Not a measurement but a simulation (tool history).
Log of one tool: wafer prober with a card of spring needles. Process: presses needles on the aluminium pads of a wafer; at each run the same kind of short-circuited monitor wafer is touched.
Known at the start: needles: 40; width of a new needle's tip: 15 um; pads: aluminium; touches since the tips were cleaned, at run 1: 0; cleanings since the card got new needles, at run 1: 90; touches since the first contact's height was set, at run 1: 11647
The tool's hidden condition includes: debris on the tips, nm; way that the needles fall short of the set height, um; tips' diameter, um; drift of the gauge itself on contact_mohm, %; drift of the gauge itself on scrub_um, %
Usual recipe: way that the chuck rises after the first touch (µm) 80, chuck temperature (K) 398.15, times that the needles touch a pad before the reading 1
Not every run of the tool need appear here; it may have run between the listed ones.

| run | hour | way that the chuck rises after the first touch (µm) | chuck temperature (K) | times that the needles touch a pad before the reading | touches since the tips were cleaned | cleanings since the card got new needles | touches since the first contact's height was set | resistance of one needle with its contact and lead (mohm) | way that a needle slides on the pad (µm) |
|---|---|---|---|---|---|---|---|---|---|
| 1 | 0.0 | 80 | 398.15 | 1 | 0 | 90 | 11647 | 292 | 11.60 |
|  | 4.8 | tips cleaned on abrasive film |
|  | 9.9 | tips cleaned on abrasive film |
|  | 14.9 | tips cleaned on abrasive film |
| 2 | 16.6 | 80 | 398.15 | 1 | 1141 | 93 | 22598 | 301 | 11.55 |
|  | 19.8 | tips cleaned on abrasive film |
|  | 24.8 | tips cleaned on abrasive film |
|  | 29.2 | tips cleaned on abrasive film |
| 3 | 30.7 | 80 | 398.15 | 3 | 1034 | 96 | 31810 | 292 | 11.53 |
|  | 33.8 | tips cleaned on abrasive film |
|  | 38.8 | tips cleaned on abrasive film |
|  | 43.6 | tips cleaned on abrasive film |
| 4 | 47.3 | 80 | 398.15 | 3 | 2518 | 99 | 42764 | 296 | 11.48 |
|  | 48.4 | tips cleaned on abrasive film |
|  | 52.5 | tips cleaned on abrasive film |
|  | 57.5 | tips cleaned on abrasive film |
| 5 | 59.5 | 80 | 398.15 | 3 | 1325 | 102 | 50678 | 296 | 11.46 |
|  | 62.6 | tips cleaned on abrasive film |
|  | 67.7 | tips cleaned on abrasive film |
|  | 72.2 | tips cleaned on abrasive film |
| 6 | 73.1 | 80 | 398.15 | 3 | 586 | 105 | 59620 | 293 | 11.42 |
|  | 77.0 | tips cleaned on abrasive film |
|  | 82.0 | tips cleaned on abrasive film |
|  | 83.1 | height of the first contact set anew |
| 7 | 84.3 | 80 | 398.15 | 1 | 1330 | 107 | 738 | 304 | 11.35 |
|  | 87.3 | tips cleaned on abrasive film |
|  | 92.1 | tips cleaned on abrasive film |
| 8 | 94.0 | 80 | 398.15 | 1 | 1263 | 109 | 7148 | 302 | 11.32 |
|  | 97.1 | tips cleaned on abrasive film |
|  | 101.9 | tips cleaned on abrasive film |
| 9 | 102.5 | 80 | 398.15 | 1 | 385 | 111 | 12673 | 298 | 11.32 |
|  | 106.2 | tips cleaned on abrasive film |
|  | 111.1 | tips cleaned on abrasive film |
| 10 | 114.5 | 80 | 398.15 | 1 | 2326 | 113 | 20633 | 308 | 11.31 |
|  | 115.7 | tips cleaned on abrasive film |
|  | 120.6 | tips cleaned on abrasive film |
| 11 | 123.0 | 80 | 398.15 | 1 | 1636 | 115 | 26167 | 303 | 11.28 |
|  | 125.1 | tips cleaned on abrasive film |
|  | 130.0 | tips cleaned on abrasive film |
|  | 134.9 | tips cleaned on abrasive film |
| 12 | 138.6 | 80 | 398.15 | 1 | 2490 | 118 | 36398 | 310 | 11.25 |
|  | 139.7 | tips cleaned on abrasive film |
|  | 144.6 | tips cleaned on abrasive film |
| 13 | 146.7 | 80 | 398.15 | 1 | 1395 | 120 | 41717 | 306 | 11.23 |
|  | 148.8 | tips cleaned on abrasive film |
|  | 154.0 | tips cleaned on abrasive film |
|  | 159.1 | tips cleaned on abrasive film |
|  | 164.2 | tips cleaned on abrasive film |
| 14 | 165.2 | 80 | 398.15 | 1 | 670 | 124 | 53805 | 297 | 11.19 |
|  | 169.2 | tips cleaned on abrasive film |
|  | 174.0 | tips cleaned on abrasive film |
| 15 | 175.7 | 80 | 398.15 | 1 | 1146 | 126 | 60739 | 301 | 11.18 |
|  | 177.0 | height of the first contact set anew, once more |
|  | 179.1 | tips cleaned on abrasive film |
|  | 184.1 | tips cleaned on abrasive film |
|  | 188.9 | tips cleaned on abrasive film |
|  | 193.8 | tips cleaned on abrasive film |
| 16 | 195.0 | 80 | 316.15 | 1 | 800 | 130 | 11777 | 278 | 11.60 |
|  | 198.1 | tips cleaned on abrasive film |
|  | 203.2 | tips cleaned on abrasive film |
|  | 208.3 | tips cleaned on abrasive film |
| 17 | 210.4 | 70 | 299.15 | 1 | 1384 | 133 | 21871 | 279 | 10.10 |
|  | 212.5 | tips cleaned on abrasive film |
|  | 217.2 | tips cleaned on abrasive film |
|  | 221.9 | tips cleaned on abrasive film |
|  | 226.8 | tips cleaned on abrasive film |
| 18 | 229.3 | 70 | 299.15 | 1 | 1707 | 137 | 34315 | 284 | 10.07 |
|  | 231.5 | tips cleaned on abrasive film |
|  | 236.1 | tips cleaned on abrasive film |
| 19 | 238.7 | 74 | 321.15 | 3 | 1746 | 139 | 40430 | 279 | 10.63 |
|  | 240.4 | tips cleaned on abrasive film |
|  | 245.2 | tips cleaned on abrasive film |
| 20 | 247.3 | 74 | 321.15 | 3 | 1449 | 141 | 46103 | 279 | 10.62 |
|  | 249.5 | tips cleaned on abrasive film |
|  | 254.5 | tips cleaned on abrasive film |
| 21 | 256.2 | 80 | 379.15 | 2 | 1161 | 143 | 51900 | 294 | 11.48 |
|  | 259.3 | tips cleaned on abrasive film |
|  | 264.0 | tips cleaned on abrasive film |
| 22 | 264.0 | 80 | 398.15 | 2 | 0 | 145 | 56969 | 294 | 11.43 |
|  | 269.1 | tips cleaned on abrasive film |
|  | 274.1 | tips cleaned on abrasive film |
|  | 278.2 | height of the first contact set anew |
|  | 279.1 | tips cleaned on abrasive film |
| 23 | 280.3 | 80 | 398.15 | 2 | 756 | 148 | 1330 | 296 | 11.60 |
|  | 283.3 | tips cleaned on abrasive film |
|  | 288.3 | tips cleaned on abrasive film |
|  | 293.2 | tips cleaned on abrasive film |
|  | 297.3 | tips cleaned on abrasive film |
| 24 | 297.6 | 83 | 398.15 | 1 | 193 | 152 | 12686 | 294 | 12.00 |
|  | 301.6 | tips cleaned on abrasive film |
|  | 306.5 | tips cleaned on abrasive film |
| 25 | 309.4 | 78 | 398.15 | 1 | 1953 | 154 | 20469 | 307 | 11.26 |
|  | 311.5 | tips cleaned on abrasive film |
|  | 315.7 | tips cleaned on abrasive film |
|  | 320.6 | tips cleaned on abrasive film |
|  | 325.8 | tips cleaned on abrasive film |
| 26 | 326.3 | 79 | 381.15 | 1 | 357 | 158 | 31512 | 293 | 11.38 |
|  | 330.4 | tips cleaned on abrasive film |
|  | 335.0 | tips cleaned on abrasive film |
|  | 340.2 | tips cleaned on abrasive film |
| 27 | 340.3 | 74 | 362.15 | 1 | 98 | 161 | 40690 | 288 | 10.61 |

Consider 5 possible next runs. They are alternatives, not a sequence: every one starts from the tool as it was left by run 27. What does each give?
|  | 344.4 | tips cleaned on abrasive film |
|  | 348.5 | tips cleaned on abrasive film |
|  | 353.2 | tips cleaned on abrasive film |
| A | 355.5 | 65 | 300.15 | 1 | 1584 | 164 | 50684 | ? | ? |
|  | 344.4 | tips cleaned on abrasive film |
|  | 348.5 | tips cleaned on abrasive film |
|  | 353.2 | tips cleaned on abrasive film |
| B | 355.5 | 80 | 313.15 | 1 | 1584 | 164 | 50684 | ? | ? |
|  | 344.4 | tips cleaned on abrasive film |
|  | 348.5 | tips cleaned on abrasive film |
|  | 353.2 | tips cleaned on abrasive film |
| C | 355.5 | 68 | 318.15 | 1 | 1584 | 164 | 50684 | ? | ? |
|  | 344.4 | tips cleaned on abrasive film |
|  | 348.5 | tips cleaned on abrasive film |
|  | 353.2 | tips cleaned on abrasive film |
| D | 355.5 | 63 | 362.15 | 2 | 1584 | 164 | 50684 | ? | ? |
|  | 344.4 | tips cleaned on abrasive film |
|  | 348.5 | tips cleaned on abrasive film |
|  | 353.2 | tips cleaned on abrasive film |
| E | 355.5 | 64 | 378.15 | 2 | 1584 | 164 | 50684 | ? | ? |

| run | resistance of one needle with its contact and lead (mohm) | way that a needle slides on the pad (µm) |
|---|---|---|
| A | 290 | 9.28 |
| B | 282 | 11.45 |
| C | 288 | 9.70 |
| D | 296 | 8.97 |
| E | 302 | 9.12 |
Had the tool no hidden state, the same runs would have come out as:
| run | resistance of one needle with its contact and lead (mohm) | way that a needle slides on the pad (µm) |
|---|---|---|
| A | 265 | 9.46 |
| B | 265 | 11.63 |
| C | 266 | 9.88 |
| D | 281 | 9.14 |
| E | 287 | 9.29 |
